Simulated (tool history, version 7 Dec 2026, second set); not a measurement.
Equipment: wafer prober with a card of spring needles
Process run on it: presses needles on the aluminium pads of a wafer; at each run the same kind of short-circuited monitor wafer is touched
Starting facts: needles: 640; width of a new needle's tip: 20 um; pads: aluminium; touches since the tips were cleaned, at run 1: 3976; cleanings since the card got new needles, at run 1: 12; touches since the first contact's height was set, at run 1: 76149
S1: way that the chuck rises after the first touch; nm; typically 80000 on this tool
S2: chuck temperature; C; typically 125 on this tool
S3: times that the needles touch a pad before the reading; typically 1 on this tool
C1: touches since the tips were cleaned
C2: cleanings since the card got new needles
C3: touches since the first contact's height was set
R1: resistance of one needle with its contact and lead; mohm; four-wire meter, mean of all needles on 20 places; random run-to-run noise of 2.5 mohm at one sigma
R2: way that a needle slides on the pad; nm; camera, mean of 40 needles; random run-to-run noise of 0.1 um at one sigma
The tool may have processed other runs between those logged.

{"run": 1, "day": 0.0, "S1": 80000, "S2": 125, "S3": 1, "C1": 3976, "C2": 12, "C3": 76149, "R1": 348, "R2": 21470}
{"day": 0.204, "done": "tips cleaned on abrasive film"}
{"day": 0.658, "done": "tips cleaned on abrasive film"}
{"day": 1.133, "done": "tips cleaned on abrasive film"}
{"run": 2, "day": 1.183, "S1": 80000, "S2": 125, "S3": 1, "C1": 655, "C2": 15, "C3": 91447, "R1": 305, "R2": 21260}
{"day": 1.592, "done": "tips cleaned on abrasive film"}
{"day": 2.046, "done": "tips cleaned on abrasive film"}
{"run": 3, "day": 2.096, "S1": 80000, "S2": 125, "S3": 1, "C1": 641, "C2": 17, "C3": 103291, "R1": 303, "R2": 21260}
{"day": 2.496, "done": "tips cleaned on abrasive film"}
{"day": 2.942, "done": "tips cleaned on abrasive film"}
{"day": 3.421, "done": "tips cleaned on abrasive film"}
{"run": 4, "day": 3.475, "S1": 80000, "S2": 125, "S3": 1, "C1": 682, "C2": 20, "C3": 121141, "R1": 301, "R2": 21040}
{"day": 3.854, "done": "tips cleaned on abrasive film"}
{"run": 5, "day": 4.146, "S1": 80000, "S2": 125, "S3": 1, "C1": 3811, "C2": 21, "C3": 129870, "R1": 360, "R2": 21170}
{"day": 4.346, "done": "tips cleaned on abrasive film"}
{"day": 4.783, "done": "tips cleaned on abrasive film"}
{"run": 6, "day": 5.004, "S1": 80000, "S2": 125, "S3": 1, "C1": 2867, "C2": 23, "C3": 140996, "R1": 330, "R2": 21000}
{"day": 5.233, "done": "tips cleaned on abrasive film"}
{"day": 5.667, "done": "tips cleaned on abrasive film"}
{"run": 7, "day": 5.9, "S1": 80000, "S2": 125, "S3": 1, "C1": 3034, "C2": 25, "C3": 152585, "R1": 340, "R2": 20930}
{"day": 6.075, "done": "tips cleaned on abrasive film"}
{"day": 6.521, "done": "tips cleaned on abrasive film"}
{"run": 8, "day": 6.521, "S1": 82000, "S2": 125, "S3": 1, "C1": 0, "C2": 27, "C3": 160640, "R1": 289, "R2": 21490}

Forecast run 9:
{"day": 6.962, "done": "tips cleaned on abrasive film"}
{"run": 9, "day": 7.158, "S1": 82000, "S2": 125, "S3": 1, "C1": 2571, "C2": 28, "C3": 168910, "R1": "?", "R2": "?"}

{"run 9": {"R1": 338, "R2": 21390}}
Were there no unlogged condition in the tool, this run, its random variation unchanged, would have produced R1 282 mohm, R2 22200 nm.
